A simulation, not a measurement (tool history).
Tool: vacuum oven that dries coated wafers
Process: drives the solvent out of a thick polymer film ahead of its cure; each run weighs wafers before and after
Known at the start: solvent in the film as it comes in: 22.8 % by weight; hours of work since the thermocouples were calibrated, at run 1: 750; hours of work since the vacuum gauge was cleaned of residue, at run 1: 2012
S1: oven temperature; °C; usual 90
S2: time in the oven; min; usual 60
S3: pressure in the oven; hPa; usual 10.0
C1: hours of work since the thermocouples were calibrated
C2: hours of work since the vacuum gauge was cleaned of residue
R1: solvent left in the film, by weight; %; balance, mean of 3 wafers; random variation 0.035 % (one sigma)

run,hour,S1,S2,S3,C1,C2,R1
1,0.0,90,60,10.0,750,2012,2.58
# hour 8.8: vacuum gauge cleaned of residue and calibrated
2,78.6,90,60,10.0,806,50,2.39
3,191.8,90,60,10.0,887,131,2.46
4,293.4,90,60,40.0,959,204,4.07
# hour 381.3: oven's thermocouples calibrated
5,425.3,90,60,40.0,31,297,3.69
6,526.3,90,70,10.0,104,369,1.70
7,621.3,90,60,10.0,172,437,2.31
8,712.4,90,60,23.7,237,503,3.10
9,809.2,87,60,23.7,306,572,4.14
10,935.1,87,60,23.7,397,662,4.14
11,1020.3,79,60,10.0,458,723,6.68
12,1102.1,90,60,22.2,516,782,3.17
13,1223.1,90,60,15.6,603,868,2.87
14,1339.7,90,60,10.0,687,952,2.65
15,1405.5,90,60,10.0,734,999,2.70
16,1478.5,90,60,10.0,786,1051,2.73
17,1564.4,94,78,10.0,847,1113,1.15
18,1689.8,103,60,13.2,937,1203,0.79
19,1783.2,81,76,13.2,1004,1270,5.13
# hour 1811.1: oven's thermocouples calibrated
20,1838.9,84,60,13.3,20,1308,4.55
21,1924.6,90,43,5.7,81,1370,3.81
22,2006.2,79,63,15.8,140,1428,6.62
23,2069.2,90,60,25.2,185,1473,3.20
24,2136.3,90,60,25.2,233,1521,3.31
25,2243.5,90,32,35.8,310,1598,7.19
26,2342.4,90,32,5.6,381,1669,5.91
27,2455.4,90,32,5.6,462,1750,5.95
28,2586.7,90,32,5.6,556,1844,6.01
29,2655.6,88,60,10.0,605,1893,3.42
30,2753.7,88,60,10.0,675,1963,3.42
31,2814.5,88,60,10.0,719,2007,3.54

Some steps in R1 between neighbouring runs. How much of each would the tool show without its hidden state too (settings, what came in, random variation), and how much is left for the hidden state, with any gauge scatter that isn't in both results?
The hidden state here: true wafer temperature over the reading, C; true pressure over the reading, kPa; drift of the gauge itself on solvent_pct, %.
Run 4 -> 5: oven's thermocouples calibrated. R1 -0.38 %: hidden state -0.34, all else -0.04.
Run 11 -> 12: S1 79 -> 90, S3 10.0 -> 22.2. R1 -3.51 %: hidden state -0.16, all else -3.35.
Run 18 -> 19: S1 103 -> 81, S2 60 -> 76. R1 +4.34 %: hidden state +0.84, all else +3.50.
Run 19 -> 20: S1 81 -> 84, S2 76 -> 60, S3 13.2 -> 13.3, oven's thermocouples calibrated. R1 -0.58 %: hidden state -0.75, all else +0.17.
Run 24 -> 25: S2 60 -> 32, S3 25.2 -> 35.8. R1 +3.88 %: hidden state +0.15, all else +3.73.
